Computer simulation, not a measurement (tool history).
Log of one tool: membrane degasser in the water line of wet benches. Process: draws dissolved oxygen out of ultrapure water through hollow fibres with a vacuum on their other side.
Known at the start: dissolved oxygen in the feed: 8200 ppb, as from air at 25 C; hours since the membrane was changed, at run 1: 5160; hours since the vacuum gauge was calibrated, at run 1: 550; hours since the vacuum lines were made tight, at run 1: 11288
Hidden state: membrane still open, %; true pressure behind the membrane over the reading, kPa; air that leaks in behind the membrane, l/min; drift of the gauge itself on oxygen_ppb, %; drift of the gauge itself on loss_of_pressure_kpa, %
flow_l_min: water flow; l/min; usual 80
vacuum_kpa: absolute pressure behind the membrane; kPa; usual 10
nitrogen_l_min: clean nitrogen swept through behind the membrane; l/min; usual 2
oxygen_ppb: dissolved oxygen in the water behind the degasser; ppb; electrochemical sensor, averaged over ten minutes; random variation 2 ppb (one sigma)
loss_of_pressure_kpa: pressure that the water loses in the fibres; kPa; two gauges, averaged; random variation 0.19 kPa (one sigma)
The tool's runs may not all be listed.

run	hour	flow_l_min	vacuum_kpa	nitrogen_l_min	hours since the membrane was changed	hours since the vacuum gauge was calibrated	hours since the vacuum lines were made tight	oxygen_ppb	loss_of_pressure_kpa
1	0	80	10	2	5160	550	11288	547	52.06
2	268	80	10	2	5428	818	11556	545.8	52.28
3	524.1	80	10	2	5685	1074	11812	545.9	52.41
4	742.9	80	10	3.58	5903	1293	12031	352.4	52.61
5	1016	80	10	3.58	6176	1566	12304	354.8	52.38
6	1205.3	80	9	2	6366	1756	12493	477	52.53
7	1474.2	80	8.3	1.23	6635	2024	12762	597.6	52.36
8	1620.1	55	9.3	1.28	6781	2170	12908	510.7	36.17
9	1843.3	55	9.3	1.28	7004	2394	13131	507.2	36.07
10	2024.8	55	9.3	1.28	7185	2575	13313	512.3	36.13
11	2224.2	55	6.7	2.94	7385	2774	13512	158.6	36.18
12	2406.6	55	6.7	2.94	7567	2957	13694	159.1	36.32

4 ways to go on from here, each from the tool as it stands after run 12. What would each give?
# hour 2497: seals of the vacuum lines changed
A	2673.8	51	9.2	1.12	7832	3222	177	?	?
# hour 2497: seals of the vacuum lines changed
B	2673.8	54	7.4	2.71	7832	3222	177	?	?
# hour 2497: seals of the vacuum lines changed
C	2673.8	55	11.7	1	7832	3222	177	?	?
# hour 2497: seals of the vacuum lines changed
D	2673.8	67	23.6	1.5	7832	3222	177	?	?

run	oxygen_ppb	loss_of_pressure_kpa
A	526.4	33.59
B	196.2	35.56
C	831.5	36.16
D	1540.1	44.18
Without the tool's hidden state the same runs would have given:
run	oxygen_ppb	loss_of_pressure_kpa
A	508.8	32.91
B	186.4	34.84
C	812.1	35.42
D	1525.6	43.28

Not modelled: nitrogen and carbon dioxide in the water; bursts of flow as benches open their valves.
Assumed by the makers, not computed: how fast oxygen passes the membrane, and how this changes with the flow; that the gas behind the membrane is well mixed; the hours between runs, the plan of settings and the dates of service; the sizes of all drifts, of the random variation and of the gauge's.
